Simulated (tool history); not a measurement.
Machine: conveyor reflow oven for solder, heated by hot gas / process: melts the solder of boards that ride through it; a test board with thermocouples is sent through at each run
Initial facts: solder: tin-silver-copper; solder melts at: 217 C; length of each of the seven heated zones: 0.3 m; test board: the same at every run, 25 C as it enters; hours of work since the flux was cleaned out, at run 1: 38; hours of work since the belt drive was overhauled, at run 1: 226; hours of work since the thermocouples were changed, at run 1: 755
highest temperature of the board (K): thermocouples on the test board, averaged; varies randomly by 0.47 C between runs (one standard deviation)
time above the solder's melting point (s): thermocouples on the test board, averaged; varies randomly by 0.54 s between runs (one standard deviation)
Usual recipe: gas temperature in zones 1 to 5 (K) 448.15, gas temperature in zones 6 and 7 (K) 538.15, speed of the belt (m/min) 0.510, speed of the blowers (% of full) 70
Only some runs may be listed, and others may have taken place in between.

run,day,gas temperature in zones 1 to 5 (K),gas temperature in zones 6 and 7 (K),speed of the belt (m/min),speed of the blowers (% of full),hours of work since the flux was cleaned out,hours of work since the belt drive was overhauled,hours of work since the thermocouples were changed,highest temperature of the board (K),time above the solder's melting point (s)
1,0.000,448.15,538.15,0.510,70,38,226,755,521.65,50.2
2,1.804,448.15,538.15,0.510,70,64,252,782,522.25,49.9
3,3.521,448.15,538.15,0.510,70,89,278,807,521.75,49.8
4,6.017,448.15,538.15,0.510,70,126,314,843,521.25,49.9
5,7.288,448.15,538.15,0.510,70,145,333,862,520.35,49.6
6,8.842,450.15,538.15,0.510,70,167,356,885,521.75,50.7
7,10.667,450.15,538.15,0.510,70,194,382,912,520.55,49.7
8,13.088,462.15,538.15,0.510,70,230,418,947,523.15,56.5
9,15.454,436.15,538.15,0.447,76,264,453,982,523.75,56.2

The next listed run, before its measurement:
10,16.512,448.15,531.15,0.510,68,280,468,997,?,?

{"run 10": {"highest temperature of the board (K)": 513.75, "time above the solder's melting point (s)": 42.5}}
Without the tool's hidden state the same run would have given highest temperature of the board (K) 514.25, time above the solder's melting point (s) 43.6.
